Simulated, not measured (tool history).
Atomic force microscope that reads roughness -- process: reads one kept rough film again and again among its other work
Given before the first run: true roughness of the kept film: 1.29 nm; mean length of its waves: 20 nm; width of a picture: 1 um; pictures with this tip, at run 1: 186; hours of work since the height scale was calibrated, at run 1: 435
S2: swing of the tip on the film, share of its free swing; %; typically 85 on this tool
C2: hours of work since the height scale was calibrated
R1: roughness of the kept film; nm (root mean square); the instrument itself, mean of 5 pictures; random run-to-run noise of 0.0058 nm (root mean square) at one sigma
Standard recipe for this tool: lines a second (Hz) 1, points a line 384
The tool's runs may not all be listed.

run 1 day=0 | lines_a_second_(Hz)=1 S2=85 points_a_line=384 | pictures_with_this_tip=186 C2=435 | R1=0.941
-- day=0.988 new tip fitted
run 2 day=1.254 | lines_a_second_(Hz)=1 S2=85 points_a_line=384 | pictures_with_this_tip=8 C2=458 | R1=1.056
run 3 day=2.483 | lines_a_second_(Hz)=1 S2=85 points_a_line=384 | pictures_with_this_tip=44 C2=480 | R1=1.022
run 4 day=4.238 | lines_a_second_(Hz)=1 S2=85 points_a_line=384 | pictures_with_this_tip=96 C2=512 | R1=0.999
run 5 day=5.667 | lines_a_second_(Hz)=1 S2=85 points_a_line=384 | pictures_with_this_tip=138 C2=538 | R1=0.967
-- day=8.204 new tip fitted
run 6 day=8.517 | lines_a_second_(Hz)=1 S2=85 points_a_line=384 | pictures_with_this_tip=9 C2=589 | R1=1.073
run 7 day=11.042 | lines_a_second_(Hz)=1 S2=85 points_a_line=373 | pictures_with_this_tip=83 C2=635 | R1=1.009
run 8 day=13.508 | lines_a_second_(Hz)=0.67 S2=71 points_a_line=452 | pictures_with_this_tip=155 C2=679 | R1=1.037
-- day=15.471 new tip fitted
run 9 day=15.85 | lines_a_second_(Hz)=1.64 S2=64 points_a_line=393 | pictures_with_this_tip=11 C2=721 | R1=1.135
run 10 day=18.679 | lines_a_second_(Hz)=1.64 S2=61 points_a_line=850 | pictures_with_this_tip=95 C2=772 | R1=1.072
run 11 day=20.588 | lines_a_second_(Hz)=1.64 S2=61 points_a_line=850 | pictures_with_this_tip=151 C2=807 | R1=1.06
-- day=22.642 new tip fitted
run 12 day=22.642 | lines_a_second_(Hz)=1.92 S2=68 points_a_line=782 | pictures_with_this_tip=0 C2=844 | R1=1.116

Branching from run 12: 5 alternative next runs. What would each branch give?
run A day=23.875 | lines_a_second_(Hz)=1.39 S2=63 points_a_line=271 | pictures_with_this_tip=36 C2=866 | R1=?
run B day=23.875 | lines_a_second_(Hz)=1 S2=69 points_a_line=434 | pictures_with_this_tip=36 C2=866 | R1=?
run C day=23.875 | lines_a_second_(Hz)=1 S2=63 points_a_line=384 | pictures_with_this_tip=36 C2=866 | R1=?
run D day=23.875 | lines_a_second_(Hz)=1.61 S2=58 points_a_line=403 | pictures_with_this_tip=36 C2=866 | R1=?
run E day=23.875 | lines_a_second_(Hz)=1.92 S2=85 points_a_line=708 | pictures_with_this_tip=36 C2=866 | R1=?

run=A R1=1.098
run=B R1=1.125
run=C R1=1.136
run=D R1=1.137
run=E R1=0.961
Without the tool's hidden state the same runs would have given:
run=A R1=1.111
run=B R1=1.137
run=C R1=1.149
run=D R1=1.15
run=E R1=0.972
